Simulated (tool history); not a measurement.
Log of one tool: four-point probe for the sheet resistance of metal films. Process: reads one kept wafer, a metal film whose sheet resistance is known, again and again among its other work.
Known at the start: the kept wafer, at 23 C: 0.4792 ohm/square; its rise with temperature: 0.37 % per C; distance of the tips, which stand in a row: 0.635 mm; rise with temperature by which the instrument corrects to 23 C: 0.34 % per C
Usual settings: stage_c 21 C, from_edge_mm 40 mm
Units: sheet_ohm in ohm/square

{"run": 1, "day": 0.0, "stage_c": 21, "from_edge_mm": 40, "sheet_ohm": 0.480758}
{"run": 2, "day": 0.779, "stage_c": 21, "from_edge_mm": 40, "sheet_ohm": 0.480804}
{"run": 3, "day": 1.271, "stage_c": 21, "from_edge_mm": 40, "sheet_ohm": 0.480731}
{"run": 4, "day": 2.238, "stage_c": 21, "from_edge_mm": 40, "sheet_ohm": 0.480652}
{"run": 5, "day": 3.296, "stage_c": 21, "from_edge_mm": 40, "sheet_ohm": 0.480598}
{"run": 6, "day": 3.938, "stage_c": 21, "from_edge_mm": 40, "sheet_ohm": 0.480645}
{"run": 7, "day": 4.562, "stage_c": 21, "from_edge_mm": 40, "sheet_ohm": 0.480856}
{"run": 8, "day": 5.483, "stage_c": 21, "from_edge_mm": 40, "sheet_ohm": 0.480745}
{"run": 9, "day": 6.483, "stage_c": 21, "from_edge_mm": 40, "sheet_ohm": 0.480842}
{"run": 10, "day": 7.192, "stage_c": 21, "from_edge_mm": 40, "sheet_ohm": 0.480837}
{"run": 11, "day": 8.196, "stage_c": 21, "from_edge_mm": 40, "sheet_ohm": 0.480927}
{"run": 12, "day": 9.179, "stage_c": 21, "from_edge_mm": 40, "sheet_ohm": 0.480965}
{"run": 13, "day": 10.021, "stage_c": 21, "from_edge_mm": 5, "sheet_ohm": 0.485015}
{"run": 14, "day": 10.75, "stage_c": 21, "from_edge_mm": 5, "sheet_ohm": 0.484983}
{"run": 15, "day": 11.267, "stage_c": 21, "from_edge_mm": 40, "sheet_ohm": 0.480939}
{"run": 16, "day": 12.142, "stage_c": 21, "from_edge_mm": 40, "sheet_ohm": 0.480956}
{"run": 17, "day": 12.767, "stage_c": 21, "from_edge_mm": 40, "sheet_ohm": 0.480984}
{"run": 18, "day": 13.762, "stage_c": 24, "from_edge_mm": 40, "sheet_ohm": 0.481462}
{"run": 19, "day": 14.346, "stage_c": 21, "from_edge_mm": 40, "sheet_ohm": 0.480941}
{"run": 20, "day": 15.058, "stage_c": 21, "from_edge_mm": 40, "sheet_ohm": 0.481022}
{"run": 21, "day": 15.912, "stage_c": 21, "from_edge_mm": 40, "sheet_ohm": 0.481008}
{"run": 22, "day": 16.842, "stage_c": 21, "from_edge_mm": 40, "sheet_ohm": 0.481122}
{"run": 23, "day": 17.65, "stage_c": 21, "from_edge_mm": 40, "sheet_ohm": 0.480996}
{"run": 24, "day": 18.262, "stage_c": 21, "from_edge_mm": 17, "sheet_ohm": 0.481355}
{"run": 25, "day": 19.229, "stage_c": 34, "from_edge_mm": 6, "sheet_ohm": 0.485813}
{"run": 26, "day": 20.008, "stage_c": 34, "from_edge_mm": 6, "sheet_ohm": 0.485696}
{"run": 27, "day": 20.696, "stage_c": 20, "from_edge_mm": 6, "sheet_ohm": 0.483889}
{"run": 28, "day": 21.129, "stage_c": 20, "from_edge_mm": 6, "sheet_ohm": 0.483815}
{"run": 29, "day": 22.058, "stage_c": 24, "from_edge_mm": 11, "sheet_ohm": 0.482225}
{"run": 30, "day": 22.521, "stage_c": 20, "from_edge_mm": 49, "sheet_ohm": 0.480897}
{"run": 31, "day": 23.408, "stage_c": 32, "from_edge_mm": 49, "sheet_ohm": 0.482929}
{"run": 32, "day": 24.454, "stage_c": 26, "from_edge_mm": 10, "sheet_ohm": 0.483176}
{"run": 33, "day": 25.279, "stage_c": 26, "from_edge_mm": 10, "sheet_ohm": 0.482925}
{"run": 34, "day": 26.1, "stage_c": 26, "from_edge_mm": 10, "sheet_ohm": 0.482979}
{"run": 35, "day": 26.692, "stage_c": 26, "from_edge_mm": 10, "sheet_ohm": 0.482902}
{"run": 36, "day": 27.342, "stage_c": 26, "from_edge_mm": 10, "sheet_ohm": 0.482909}
{"run": 37, "day": 28.142, "stage_c": 26, "from_edge_mm": 10, "sheet_ohm": 0.48307}
{"run": 38, "day": 29.05, "stage_c": 21, "from_edge_mm": 7, "sheet_ohm": 0.483358}
{"run": 39, "day": 30.054, "stage_c": 26, "from_edge_mm": 4, "sheet_ohm": 0.488321}
{"run": 40, "day": 30.95, "stage_c": 26, "from_edge_mm": 6, "sheet_ohm": 0.484957}
{"run": 41, "day": 31.788, "stage_c": 25, "from_edge_mm": 15, "sheet_ohm": 0.4825}
{"run": 42, "day": 32.783, "stage_c": 24, "from_edge_mm": 8, "sheet_ohm": 0.483278}
{"run": 43, "day": 33.471, "stage_c": 24, "from_edge_mm": 8, "sheet_ohm": 0.483349}
{"run": 44, "day": 34.496, "stage_c": 23, "from_edge_mm": 13, "sheet_ohm": 0.482254}

Measured less the same run without the tool's hidden state. The same run-to-run variation is in both; the gauge's scatter may not be:
The hidden state here: inner tips' distance over the nominal, %; tips' flats over new ones', %; wafer's true temperature over the reading, C; drift of the gauge itself on sheet_ohm, %.
run=1 sheet_ohm=+0.001711
run=2 sheet_ohm=+0.001728
run=3 sheet_ohm=+0.001738
run=4 sheet_ohm=+0.001758
run=5 sheet_ohm=+0.00178
run=6 sheet_ohm=+0.001795
run=7 sheet_ohm=+0.001808
run=8 sheet_ohm=+0.001828
run=9 sheet_ohm=+0.001851
run=10 sheet_ohm=+0.001866
run=11 sheet_ohm=+0.001887
run=12 sheet_ohm=+0.001909
run=13 sheet_ohm=+0.001942
run=14 sheet_ohm=+0.001959
run=15 sheet_ohm=+0.001953
run=16 sheet_ohm=+0.001974
run=17 sheet_ohm=+0.001988
run=18 sheet_ohm=+0.002013
run=19 sheet_ohm=+0.002022
run=20 sheet_ohm=+0.002038
run=21 sheet_ohm=+0.002056
run=22 sheet_ohm=+0.002076
run=23 sheet_ohm=+0.002093
run=24 sheet_ohm=+0.002107
run=25 sheet_ohm=+0.002152
run=26 sheet_ohm=+0.002168
run=27 sheet_ohm=+0.002167
run=28 sheet_ohm=+0.002177
run=29 sheet_ohm=+0.002192
run=30 sheet_ohm=+0.002195
run=31 sheet_ohm=+0.002227
run=32 sheet_ohm=+0.002247
run=33 sheet_ohm=+0.002264
run=34 sheet_ohm=+0.002282
run=35 sheet_ohm=+0.002294
run=36 sheet_ohm=+0.002307
run=37 sheet_ohm=+0.002325
run=38 sheet_ohm=+0.002344
run=39 sheet_ohm=+0.00239
run=40 sheet_ohm=+0.002393
run=41 sheet_ohm=+0.0024
run=42 sheet_ohm=+0.002423
run=43 sheet_ohm=+0.002439
run=44 sheet_ohm=+0.002458
